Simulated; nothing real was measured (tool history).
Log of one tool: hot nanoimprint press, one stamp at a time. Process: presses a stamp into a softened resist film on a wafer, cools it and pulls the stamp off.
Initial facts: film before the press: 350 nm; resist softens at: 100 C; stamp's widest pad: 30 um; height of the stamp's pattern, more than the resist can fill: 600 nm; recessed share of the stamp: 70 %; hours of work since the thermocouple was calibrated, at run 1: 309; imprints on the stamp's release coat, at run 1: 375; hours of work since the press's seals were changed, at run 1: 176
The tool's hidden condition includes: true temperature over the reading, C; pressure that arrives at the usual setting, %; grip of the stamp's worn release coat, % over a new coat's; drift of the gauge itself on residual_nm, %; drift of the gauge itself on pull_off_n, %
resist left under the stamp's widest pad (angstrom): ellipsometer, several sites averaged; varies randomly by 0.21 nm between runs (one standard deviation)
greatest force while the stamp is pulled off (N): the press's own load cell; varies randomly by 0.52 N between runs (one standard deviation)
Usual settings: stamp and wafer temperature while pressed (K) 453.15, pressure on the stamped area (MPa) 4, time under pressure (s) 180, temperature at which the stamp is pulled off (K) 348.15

run,day,stamp and wafer temperature while pressed (K),pressure on the stamped area (MPa),time under pressure (s),temperature at which the stamp is pulled off (K),hours of work since the thermocouple was calibrated,imprints on the stamp's release coat,hours of work since the press's seals were changed,resist left under the stamp's widest pad (angstrom),greatest force while the stamp is pulled off (N)
1,0,453.15,4,180,348.15,309,375,176,1610,153.5
2,0.304,453.15,4,180,348.15,313,389,180,1612,153.8
3,0.554,453.15,4,180,355.15,316,400,183,1608,141.6
4,0.921,453.15,4,180,355.15,321,417,188,1614,140.7
5,1.296,453.15,4,180,355.15,326,434,193,1612,140.4
6,1.533,453.15,4,180,355.15,329,445,196,1609,138.9
7,1.933,453.15,4,180,355.15,335,463,202,1609,139.8
8,2.204,453.15,4,180,348.15,338,475,205,1613,152.5
9,2.608,453.15,4,180,348.15,344,494,211,1611,153.9
10,2.867,453.15,4,180,346.15,347,506,214,1613,156.3
11,3.188,453.15,4,180,346.15,352,520,219,1612,156.4
12,3.425,453.15,4,180,350.15,355,531,222,1613,148.6
13,3.638,453.15,4,180,348.15,358,541,225,1611,153.5
14,4.033,453.15,4,180,343.15,363,559,230,1613,162.9
15,4.379,453.15,4,180,343.15,368,575,235,1610,162.9

Run 16 is up next; what results do you expect?
16,4.8,453.15,3.64,95,348.15,373,594,240,?,?

{"run 16": {"resist left under the stamp's widest pad (angstrom)": 2087, "greatest force while the stamp is pulled off (N)": 151.9}}
Take away the tool's hidden state, keep the run-to-run variation as it was, and the same run would have given resist left under the stamp's widest pad (angstrom) 2088, greatest force while the stamp is pulled off (N) 153.7.

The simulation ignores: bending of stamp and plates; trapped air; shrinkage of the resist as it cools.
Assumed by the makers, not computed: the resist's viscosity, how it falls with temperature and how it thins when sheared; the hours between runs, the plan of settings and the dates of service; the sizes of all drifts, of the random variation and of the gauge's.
